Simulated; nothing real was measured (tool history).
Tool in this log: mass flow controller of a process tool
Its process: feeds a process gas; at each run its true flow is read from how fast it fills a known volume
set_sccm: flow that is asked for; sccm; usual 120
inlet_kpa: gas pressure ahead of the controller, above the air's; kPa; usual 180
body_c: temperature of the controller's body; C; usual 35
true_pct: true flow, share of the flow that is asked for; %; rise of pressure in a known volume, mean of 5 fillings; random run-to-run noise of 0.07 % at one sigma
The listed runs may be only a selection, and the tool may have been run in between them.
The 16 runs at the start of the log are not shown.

run,day,set_sccm,inlet_kpa,body_c,hours of work since the controller was set to zero,hours of work since the controller was changed,true_pct
17,204.321,120,180,35,4602,4602,99.85
18,213.475,120,180,35,4685,4685,99.89
19,224.642,120,180,35,4786,4786,99.99
20,240.246,120,180,35,4928,4928,100.06
21,251.267,48,180,35,5028,5028,98.69
22,269.150,48,180,35,5191,5191,98.68
23,284.662,48,153,35,5332,5332,98.81
24,293.929,95,230,20,5416,5416,99.91
25,312.358,20,179,23,5584,5584,96.97
26,320.017,200,237,21,5654,5654,101.06
27,336.550,200,210,38,5804,5804,100.99
28,351.879,177,248,28,5943,5943,100.83
29,363.154,171,161,28,6046,6046,101.03
30,372.225,108,181,32,6128,6128,100.21
31,385.788,101,180,26,6252,6252,100.23
32,400.946,101,180,26,6389,6389,100.21
33,415.925,101,216,30,6526,6526,100.13
34,427.792,22,233,22,6633,6633,96.89
35,444.917,198,202,35,6789,6789,101.28
36,461.288,136,234,23,6938,6938,100.67

Forecast run 37:
37,471.750,136,234,23,7033,7033,?

true_pct: 100.88 %
Minus the tool's unlogged condition, the same run would have read true_pct 99.55 %.
